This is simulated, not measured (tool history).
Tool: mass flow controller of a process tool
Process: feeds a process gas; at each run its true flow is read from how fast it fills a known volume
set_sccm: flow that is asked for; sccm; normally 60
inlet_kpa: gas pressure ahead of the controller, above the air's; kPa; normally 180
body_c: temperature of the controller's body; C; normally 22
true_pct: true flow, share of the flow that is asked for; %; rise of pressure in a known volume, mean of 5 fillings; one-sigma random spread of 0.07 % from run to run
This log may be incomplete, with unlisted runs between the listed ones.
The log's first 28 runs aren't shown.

run,day,set_sccm,inlet_kpa,body_c,true_pct
29,195.104,16,194,37,97.5
30,201.021,60,222,22,98.86
31,205.575,60,222,22,98.82
32,215.912,60,193,25,98.99
33,222.433,60,193,25,98.8
34,230.871,33,180,22,97.29
35,237.9,33,180,22,97.37
36,245.679,33,180,22,97.32
37,250.033,29,251,22,97.4
38,256.692,63,172,39,100.62
39,263.833,26,225,39,98.82
40,271.854,54,266,22,98.79
41,279.729,44,183,22,97.9
42,287.525,44,183,22,97.89
43,293.271,17,274,30,96.76
44,301.975,80,180,22,99.3
45,311.504,80,207,39,101.47
46,318.112,60,193,33,99.92
47,328.417,60,188,22,98.73

5 options for the next run, each taken on its own from the tool as it stands now. Forecast them:
# day 331.996: controller's zero set anew
A,334.892,60,144,22,?
# day 331.996: controller's zero set anew
B,334.892,32,233,22,?
# day 331.996: controller's zero set anew
C,334.892,15,273,22,?
# day 331.996: controller's zero set anew
D,334.892,25,180,22,?
# day 331.996: controller's zero set anew
E,334.892,17,176,24,?

run,true_pct
A,99.22
B,98.74
C,98.46
D,98.28
E,98.16
Without the tool's hidden state the same runs would have given:
run,true_pct
A,98.27
B,97.84
C,97.67
D,97.4
E,97.35
